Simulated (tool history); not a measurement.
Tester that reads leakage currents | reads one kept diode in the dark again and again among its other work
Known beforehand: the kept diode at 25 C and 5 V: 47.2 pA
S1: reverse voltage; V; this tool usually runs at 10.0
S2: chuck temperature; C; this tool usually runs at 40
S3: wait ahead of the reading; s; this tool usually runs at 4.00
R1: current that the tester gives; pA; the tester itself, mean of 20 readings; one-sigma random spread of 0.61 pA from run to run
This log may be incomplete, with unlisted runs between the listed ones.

{"run": 1, "hour": 0.0, "S1": 10.0, "S2": 40, "S3": 4.0, "R1": 229.18}
{"run": 2, "hour": 234.4, "S1": 10.0, "S2": 40, "S3": 4.0, "R1": 208.19}
{"run": 3, "hour": 344.7, "S1": 10.0, "S2": 40, "S3": 4.0, "R1": 209.71}
{"run": 4, "hour": 479.3, "S1": 8.6, "S2": 40, "S3": 4.0, "R1": 197.16}
{"run": 5, "hour": 673.9, "S1": 8.6, "S2": 40, "S3": 6.21, "R1": 200.16}
{"run": 6, "hour": 822.1, "S1": 8.6, "S2": 40, "S3": 6.21, "R1": 203.28}
{"run": 7, "hour": 953.4, "S1": 8.6, "S2": 40, "S3": 6.21, "R1": 202.58}
{"run": 8, "hour": 1185.3, "S1": 8.6, "S2": 40, "S3": 6.21, "R1": 205.41}
{"run": 9, "hour": 1318.8, "S1": 8.6, "S2": 40, "S3": 6.21, "R1": 207.66}
{"run": 10, "hour": 1499.2, "S1": 8.6, "S2": 40, "S3": 6.21, "R1": 212.97}
{"run": 11, "hour": 1639.4, "S1": 8.6, "S2": 40, "S3": 6.21, "R1": 213.65}
{"run": 12, "hour": 1798.4, "S1": 10.0, "S2": 40, "S3": 0.46, "R1": 238.52}
{"run": 13, "hour": 1911.8, "S1": 13.7, "S2": 40, "S3": 0.46, "R1": 283.11}
{"run": 14, "hour": 2029.3, "S1": 15.7, "S2": 40, "S3": 4.0, "R1": 294.03}
{"run": 15, "hour": 2268.4, "S1": 15.7, "S2": 40, "S3": 4.0, "R1": 300.2}
{"run": 16, "hour": 2398.8, "S1": 10.0, "S2": 40, "S3": 4.0, "R1": 215.65}
{"run": 17, "hour": 2630.1, "S1": 10.0, "S2": 40, "S3": 4.0, "R1": 219.46}
{"run": 18, "hour": 2849.6, "S1": 10.0, "S2": 40, "S3": 4.0, "R1": 221.53}
{"run": 19, "hour": 2975.1, "S1": 10.0, "S2": 40, "S3": 4.0, "R1": 224.55}
{"run": 20, "hour": 3091.3, "S1": 2.8, "S2": 40, "S3": 4.0, "R1": 123.18}
{"run": 21, "hour": 3265.4, "S1": 10.0, "S2": 57, "S3": 3.72, "R1": 699.85}
{"run": 22, "hour": 3375.0, "S1": 5.1, "S2": 57, "S3": 2.83, "R1": 517.18}
{"run": 23, "hour": 3612.0, "S1": 6.5, "S2": 50, "S3": 4.0, "R1": 371.7}
{"run": 24, "hour": 3718.9, "S1": 6.5, "S2": 50, "S3": 4.0, "R1": 373.0}
{"run": 25, "hour": 3827.1, "S1": 1.7, "S2": 34, "S3": 0.33, "R1": 68.01}
{"run": 26, "hour": 4000.1, "S1": 1.7, "S2": 31, "S3": 7.42, "R1": 54.24}
{"run": 27, "hour": 4147.0, "S1": 3.3, "S2": 40, "S3": 4.0, "R1": 136.28}
{"run": 28, "hour": 4283.6, "S1": 3.3, "S2": 40, "S3": 4.0, "R1": 136.8}
{"run": 29, "hour": 4487.8, "S1": 3.3, "S2": 40, "S3": 4.0, "R1": 124.85}
{"run": 30, "hour": 4591.1, "S1": 3.3, "S2": 40, "S3": 4.0, "R1": 126.13}
{"run": 31, "hour": 4746.3, "S1": 2.0, "S2": 48, "S3": 4.63, "R1": 177.23}
{"run": 32, "hour": 4879.0, "S1": 4.3, "S2": 22, "S3": 4.0, "R1": 37.49}
{"run": 33, "hour": 4977.2, "S1": 4.3, "S2": 22, "S3": 4.0, "R1": 37.86}
{"run": 34, "hour": 5092.3, "S1": 4.3, "S2": 22, "S3": 4.0, "R1": 38.51}
{"run": 35, "hour": 5204.6, "S1": 4.8, "S2": 52, "S3": 4.0, "R1": 354.5}
{"run": 36, "hour": 5422.8, "S1": 1.8, "S2": 51, "S3": 5.54, "R1": 214.92}
{"run": 37, "hour": 5661.5, "S1": 5.1, "S2": 27, "S3": 0.55, "R1": 66.5}
{"run": 38, "hour": 5764.8, "S1": 4.1, "S2": 34, "S3": 2.62, "R1": 97.5}
{"run": 39, "hour": 5866.5, "S1": 4.1, "S2": 34, "S3": 2.62, "R1": 98.98}

Put back what was entered between runs (5 entries, withheld): which listed runs does each sit between, and how does the hidden state differ from the listed run before to the listed run after?
Run 1 -> run 2: chuck's temperature calibrated (hour 192.3)
  stray current of the dirty probe card, pA a volt: 0.279 -> 0.365; current scale over the true one, %: -0.34 -> -0.36; true chuck temperature over the reading, C: 1.52 -> 0.12
  difference, measured minus the result without the unlogged condition, R1: +25.41 -> +4.43 pA
Run 14 -> run 15: tester calibrated (hour 2181.5)
  stray current of the dirty probe card, pA a volt: 1.016 -> 1.107; current scale over the true one, %: -0.51 -> 0.04; true chuck temperature over the reading, C: 1.55 -> 1.74
  difference, measured minus the result without the unlogged condition, R1: +43.58 -> +50.38 pA
Run 15 -> run 16: chuck's temperature calibrated (hour 2306.5)
  stray current of the dirty probe card, pA a volt: 1.107 -> 1.151; current scale over the true one, %: 0.04 -> 0.03; true chuck temperature over the reading, C: 1.74 -> 0
  difference, measured minus the result without the unlogged condition, R1: +50.38 -> +11.35 pA
Run 26 -> run 27: probe card cleaned and baked (hour 4071.9)
  stray current of the dirty probe card, pA a volt: 1.745 -> 0.051; current scale over the true one, %: -0.1 -> -0.12; true chuck temperature over the reading, C: 1.3 -> 1.41
  difference, measured minus the result without the unlogged condition, R1: +7.71 -> +13.09 pA
Run 28 -> run 29: chuck's temperature calibrated (hour 4420.3)
  stray current of the dirty probe card, pA a volt: 0.11 -> 0.183; current scale over the true one, %: -0.13 -> -0.14; true chuck temperature over the reading, C: 1.52 -> 0.14
  difference, measured minus the result without the unlogged condition, R1: +14.31 -> +1.61 pA
